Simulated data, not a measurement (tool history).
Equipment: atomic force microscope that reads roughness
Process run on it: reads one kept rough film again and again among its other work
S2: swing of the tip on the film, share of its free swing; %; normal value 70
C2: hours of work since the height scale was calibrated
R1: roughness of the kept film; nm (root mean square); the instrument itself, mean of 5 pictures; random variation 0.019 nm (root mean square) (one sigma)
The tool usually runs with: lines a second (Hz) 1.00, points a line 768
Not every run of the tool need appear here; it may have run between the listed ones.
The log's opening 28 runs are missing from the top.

Run 29, day 14.358: usual settings but lines a second (Hz) 0.97; pictures with this tip 42; C2 452. Result: R1 4.168 nm (root mean square).
Run 30, day 14.946: usual settings but lines a second (Hz) 2.08, S2 62 %; pictures with this tip 57; C2 459. Result: R1 4.007 nm (root mean square).
Run 31, day 15.546: usual settings but lines a second (Hz) 0.63, S2 58 %; pictures with this tip 72; C2 466. Result: R1 4.030 nm (root mean square).
Run 32, day 16.204: usual settings but lines a second (Hz) 0.89, S2 76 %, points a line 764; pictures with this tip 88; C2 473. Result: R1 3.777 nm (root mean square).
Run 33, day 16.892: usual settings but lines a second (Hz) 0.52, S2 76 %, points a line 933; pictures with this tip 105; C2 481. Result: R1 3.723 nm (root mean square).
Run 34, day 17.254: usual settings but lines a second (Hz) 0.52, S2 76 %, points a line 933; pictures with this tip 114; C2 485. Result: R1 3.660 nm (root mean square).
Run 35, day 17.646: usual settings but lines a second (Hz) 1.35; pictures with this tip 124; C2 490. Result: R1 3.499 nm (root mean square).
Run 36, day 18.117: usual settings but lines a second (Hz) 1.35, S2 69 %, points a line 952; pictures with this tip 135; C2 495. Result: R1 3.452 nm (root mean square).
Run 37, day 18.446: usual settings but lines a second (Hz) 1.35, S2 69 %, points a line 952; pictures with this tip 143; C2 499. Result: R1 3.385 nm (root mean square).
At day 18.929: new tip fitted.
Run 38, day 19.012: usual settings but lines a second (Hz) 0.88, S2 80 %, points a line 912; pictures with this tip 2; C2 505. Result: R1 4.429 nm (root mean square).
Run 39, day 19.525: usual settings but S2 89 %, points a line 369; pictures with this tip 15; C2 511. Result: R1 4.118 nm (root mean square).
Run 40, day 20.188: usual settings but lines a second (Hz) 2.59, points a line 653; pictures with this tip 31; C2 519. Result: R1 3.986 nm (root mean square).
Run 41, day 20.638: usual settings but lines a second (Hz) 2.59, points a line 653; pictures with this tip 42; C2 524. Result: R1 3.909 nm (root mean square).
Run 42, day 21.096: usual settings but lines a second (Hz) 1.50, S2 61 %; pictures with this tip 53; C2 529. Result: R1 4.087 nm (root mean square).
Run 43, day 21.708: usual settings but lines a second (Hz) 1.50, S2 61 %, points a line 350; pictures with this tip 69; C2 536. Result: R1 3.976 nm (root mean square).
Run 44, day 22.212: usual settings but lines a second (Hz) 1.50, S2 61 %, points a line 350; pictures with this tip 81; C2 542. Result: R1 3.875 nm (root mean square).
Run 45, day 22.604: usual settings but lines a second (Hz) 1.83, S2 56 %, points a line 376; pictures with this tip 91; C2 546. Result: R1 3.814 nm (root mean square).
Run 46, day 23.258: usual settings but lines a second (Hz) 0.73, S2 63 %, points a line 448; pictures with this tip 107; C2 554. Result: R1 3.793 nm (root mean square).
Run 47, day 23.746: usual settings but lines a second (Hz) 1.93, S2 83 %, points a line 673; pictures with this tip 119; C2 559. Result: R1 3.262 nm (root mean square).
Run 48, day 24.238: usual settings but lines a second (Hz) 1.93, S2 83 %, points a line 673; pictures with this tip 131; C2 565. Result: R1 3.171 nm (root mean square).
Run 49, day 24.612: usual settings but lines a second (Hz) 0.68, points a line 402; pictures with this tip 141; C2 569. Result: R1 3.540 nm (root mean square).
At day 25.212: new tip fitted.
Run 50, day 25.342: usual settings but points a line 716; pictures with this tip 3; C2 577. Result: R1 4.467 nm (root mean square).
Run 51, day 25.671: usual settings but lines a second (Hz) 1.23, S2 61 %, points a line 837; pictures with this tip 11; C2 581. Result: R1 4.478 nm (root mean square).
Run 52, day 26.038: usual settings but lines a second (Hz) 1.23, S2 76 %, points a line 837; pictures with this tip 20; C2 585. Result: R1 4.228 nm (root mean square).

Here are 4 independent what-if runs from the current tool condition. What would each one return?
Run A, day 26.675: usual settings but lines a second (Hz) 1.59, S2 83 %, points a line 527; pictures with this tip 36; C2 593. Result: R1 ?.
Run B, day 26.675: usual settings but lines a second (Hz) 0.97, points a line 775; pictures with this tip 36; C2 593. Result: R1 ?.
Run C, day 26.675: usual settings but lines a second (Hz) 0.61, S2 85 %, points a line 616; pictures with this tip 36; C2 593. Result: R1 ?.
Run D, day 26.675: usual settings but lines a second (Hz) 2.09, S2 72 %, points a line 915; pictures with this tip 36; C2 593. Result: R1 ?.

run     R1
  A  3.844
  B  4.190
  C  4.120
  D  3.965
With no hidden state in the tool, these same runs would have given:
run     R1
  A  4.203
  B  4.582
  C  4.504
  D  4.336
